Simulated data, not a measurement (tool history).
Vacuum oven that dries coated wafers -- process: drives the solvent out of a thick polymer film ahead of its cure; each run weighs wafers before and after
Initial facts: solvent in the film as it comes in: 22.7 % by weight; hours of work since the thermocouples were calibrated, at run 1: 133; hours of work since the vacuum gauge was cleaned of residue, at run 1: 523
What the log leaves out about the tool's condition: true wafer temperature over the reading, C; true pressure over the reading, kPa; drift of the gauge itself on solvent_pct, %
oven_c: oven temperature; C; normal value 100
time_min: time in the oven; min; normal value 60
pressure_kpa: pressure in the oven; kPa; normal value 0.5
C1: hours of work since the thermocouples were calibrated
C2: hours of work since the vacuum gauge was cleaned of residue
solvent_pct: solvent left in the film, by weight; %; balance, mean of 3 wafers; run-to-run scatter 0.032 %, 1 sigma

Run 1, hour 0: usual settings; C1 133; C2 523. Result: solvent_pct 2.23 %.
Run 2, hour 22.2: usual settings but pressure_kpa 0.265 kPa; C1 150; C2 540. Result: solvent_pct 2.14 %.
Run 3, hour 36.7: usual settings but pressure_kpa 0.7 kPa; C1 161; C2 551. Result: solvent_pct 2.31 %.
Run 4, hour 52.2: usual settings but pressure_kpa 0.7 kPa; C1 173; C2 562. Result: solvent_pct 2.37 %.
At hour 55.7: vacuum gauge cleaned of residue and calibrated.
Run 5, hour 67.6: usual settings but pressure_kpa 0.395 kPa; C1 183; C2 9. Result: solvent_pct 2.29 %.
Run 6, hour 81.1: usual settings but pressure_kpa 0.395 kPa; C1 193; C2 19. Result: solvent_pct 2.34 %.
Run 7, hour 98.4: usual settings but oven_c 90 C, pressure_kpa 0.852 kPa; C1 206; C2 32. Result: solvent_pct 4.86 %.
Run 8, hour 113.3: usual settings but time_min 51 min; C1 218; C2 43. Result: solvent_pct 3.14 %.
Run 9, hour 134.5: usual settings but oven_c 107 C, time_min 69 min; C1 233; C2 59. Result: solvent_pct 0.95 %.
At hour 152.8: vacuum gauge cleaned of residue and calibrated, once more.
Run 10, hour 158.2: usual settings but oven_c 107 C, time_min 37 min; C1 250; C2 4. Result: solvent_pct 3.24 %.
Run 11, hour 173.5: usual settings but oven_c 107 C, time_min 39 min, pressure_kpa 1.757 kPa; C1 262; C2 16. Result: solvent_pct 3.43 %.
Run 12, hour 194.6: usual settings but oven_c 107 C, time_min 39 min, pressure_kpa 1.757 kPa; C1 277; C2 31. Result: solvent_pct 3.4 %.

Branching from run 12: 4 alternative next runs. What would each branch give?
Run A, hour 206.8: usual settings but oven_c 104 C, time_min 39 min, pressure_kpa 1.757 kPa; C1 287; C2 41. Result: solvent_pct ?.
Run B, hour 206.8: usual settings but time_min 44 min, pressure_kpa 1.272 kPa; C1 287; C2 41. Result: solvent_pct ?.
Run C, hour 206.8: usual settings but oven_c 107 C, time_min 39 min, pressure_kpa 0.6 kPa; C1 287; C2 41. Result: solvent_pct ?.
Run D, hour 206.8: usual settings but oven_c 94 C, time_min 40 min, pressure_kpa 0.3 kPa; C1 287; C2 41. Result: solvent_pct ?.

run  solvent_pct
  A         4.08
  B         4.23
  C         3.04
  D         6.06
Had the tool no hidden state, the same runs would have come out as:
run  solvent_pct
  A         3.85
  B         3.99
  C         2.84
  D         5.79
